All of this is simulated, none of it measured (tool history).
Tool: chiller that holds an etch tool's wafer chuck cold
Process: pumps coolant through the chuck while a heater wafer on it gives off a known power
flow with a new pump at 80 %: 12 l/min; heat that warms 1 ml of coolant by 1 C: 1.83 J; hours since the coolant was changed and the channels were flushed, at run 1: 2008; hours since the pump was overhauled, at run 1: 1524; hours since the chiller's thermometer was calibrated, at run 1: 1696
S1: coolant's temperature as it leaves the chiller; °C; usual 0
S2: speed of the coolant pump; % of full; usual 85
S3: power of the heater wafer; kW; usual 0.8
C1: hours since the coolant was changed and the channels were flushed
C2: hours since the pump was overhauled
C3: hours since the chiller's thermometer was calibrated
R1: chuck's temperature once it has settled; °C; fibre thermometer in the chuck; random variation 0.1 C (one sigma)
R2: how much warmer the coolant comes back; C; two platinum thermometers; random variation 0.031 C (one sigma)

run 1 hour=0 | S1=0 S2=85 S3=0.8 | C1=2008 C2=1524 C3=1696 | R1=5.3 R2=2.08
run 2 hour=16.8 | S1=0 S2=85 S3=0.8 | C1=2025 C2=1541 C3=1713 | R1=5.4 R2=2.13
run 3 hour=46.6 | S1=0 S2=85 S3=0.8 | C1=2055 C2=1571 C3=1743 | R1=5.1 R2=2.11
run 4 hour=77.7 | S1=0 S2=85 S3=0.606 | C1=2086 C2=1602 C3=1774 | R1=3.8 R2=1.57
run 5 hour=94.1 | S1=0 S2=85 S3=0.606 | C1=2102 C2=1618 C3=1790 | R1=3.7 R2=1.56
run 6 hour=120.5 | S1=0 S2=85 S3=1.157 | C1=2129 C2=1645 C3=1817 | R1=7.8 R2=3.06
run 7 hour=144.3 | S1=0 S2=75 S3=0.8 | C1=2152 C2=1668 C3=1840 | R1=6 R2=2.46
run 8 hour=163 | S1=0 S2=75 S3=0.8 | C1=2171 C2=1687 C3=1859 | R1=5.9 R2=2.43
run 9 hour=200.3 | S1=0 S2=75 S3=0.8 | C1=2208 C2=1724 C3=1896 | R1=6.1 R2=2.45
run 10 hour=240.3 | S1=1 S2=85 S3=0.8 | C1=2248 C2=1764 C3=1936 | R1=6.3 R2=2.13
run 11 hour=269.2 | S1=3 S2=69 S3=0.558 | C1=2277 C2=1793 C3=1965 | R1=7.4 R2=1.85
run 12 hour=290.5 | S1=-2 S2=97 S3=0.8 | C1=2298 C2=1814 C3=1987 | R1=2.5 R2=1.82
-- hour=297.5 coolant pump overhauled
run 13 hour=315.2 | S1=-7 S2=65 S3=0.437 | C1=2318 C2=18 C3=2006 | R1=-3.4 R2=1.57
run 14 hour=347.6 | S1=-5 S2=97 S3=1.117 | C1=2351 C2=50 C3=2039 | R1=1.5 R2=2.63
run 15 hour=374.6 | S1=5 S2=85 S3=0.891 | C1=2378 C2=77 C3=2066 | R1=11.1 R2=2.43
run 16 hour=406.6 | S1=-2 S2=85 S3=0.894 | C1=2410 C2=109 C3=2098 | R1=4 R2=2.44
-- hour=420 coolant pump overhauled, once more
run 17 hour=444.8 | S1=-2 S2=61 S3=0.538 | C1=2443 C2=25 C3=2131 | R1=2.7 R2=1.98

Forecast each of these 4 alternatives for the next run:
run A hour=480.3 | S1=-1 S2=96 S3=0.816 | C1=2478 C2=60 C3=2166 | R1=? R2=?
run B hour=480.3 | S1=-2 S2=61 S3=1.062 | C1=2478 C2=60 C3=2166 | R1=? R2=?
run C hour=480.3 | S1=0 S2=85 S3=0.817 | C1=2478 C2=60 C3=2166 | R1=? R2=?
run D hour=480.3 | S1=-2 S2=62 S3=0.548 | C1=2478 C2=60 C3=2166 | R1=? R2=?

run=A R1=3.3 R2=1.83
run=B R1=7.9 R2=3.95
run=C R1=5.3 R2=2.08
run=D R1=2.6 R2=2
Without the tool's hidden state the same runs would have given:
run=A R1=3.5 R2=1.84
run=B R1=7.7 R2=3.96
run=C R1=5.5 R2=2.09
run=D R1=2.9 R2=2.01

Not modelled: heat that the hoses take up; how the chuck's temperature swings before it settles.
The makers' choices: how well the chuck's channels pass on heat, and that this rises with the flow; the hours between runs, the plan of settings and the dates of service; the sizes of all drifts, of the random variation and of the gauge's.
